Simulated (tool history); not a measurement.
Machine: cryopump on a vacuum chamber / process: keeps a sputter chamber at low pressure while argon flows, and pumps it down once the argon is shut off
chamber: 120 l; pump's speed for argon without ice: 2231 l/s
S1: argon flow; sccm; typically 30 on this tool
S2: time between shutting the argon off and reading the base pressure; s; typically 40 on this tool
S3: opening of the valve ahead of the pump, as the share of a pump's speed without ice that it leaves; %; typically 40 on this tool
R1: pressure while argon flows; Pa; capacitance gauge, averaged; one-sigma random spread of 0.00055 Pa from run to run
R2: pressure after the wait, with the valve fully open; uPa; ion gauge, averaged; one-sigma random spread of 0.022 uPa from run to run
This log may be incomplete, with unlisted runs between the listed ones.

run	hour	S1	S2	S3	R1	R2
1	0	30	40	40	0.0593	0.9
2	16.2	30	82	40	0.0588	0.63
3	31.6	30	82	40	0.0584	0.62
4	46.4	30	40	40	0.0592	0.89
5	56.3	30	40	40	0.0584	0.89
6	65.1	30	40	40	0.0592	0.88
7	78.2	30	40	40	0.0592	0.91
8	93.4	30	40	40	0.0589	0.92
9	102.7	30	40	40	0.0595	0.89
10	118.3	30	40	40	0.0589	0.86
11	127.4	30	40	40	0.0587	0.9
12	142.1	30	40	40	0.0588	0.91
13	158.4	30	40	40	0.0606	0.9
14	170.9	30	40	40	0.0594	0.95
15	178.4	30	40	40	0.0607	0.93
16	185.2	12	27	56	0.0173	1.19
17	195.4	12	27	56	0.0169	1.2
18	205.1	20	27	20	0.0775	1.16
19	222	31	90	30	0.0818	0.67
20	238.9	14	40	35	0.0322	0.92
21	251.1	30	255	40	0.0608	0.59
22	263.6	18	42	39	0.0363	0.96
23	272.7	32	29	22	0.115	1.15
24	289.1	30	153	22	0.1076	0.64
25	297.7	28	57	24	0.0925	0.82
26	313.6	28	57	24	0.0924	0.9
27	320.6	28	57	24	0.0914	0.82

Predict each of these 4 candidate next runs independently; none follows another, all start after run 27:
A	328.8	28	57	55	?	?
B	328.8	18	26	24	?	?
C	328.8	31	27	37	?	?
D	328.8	28	42	24	?	?

run	R1	R2
A	0.0425	0.87
B	0.0588	1.3
C	0.0681	1.27
D	0.0921	0.97
Take away the tool's hidden state, keep each run's random variation, and the runs would have read:
run	R1	R2
A	0.0384	0.49
B	0.0562	0.92
C	0.0636	0.88
D	0.0881	0.59
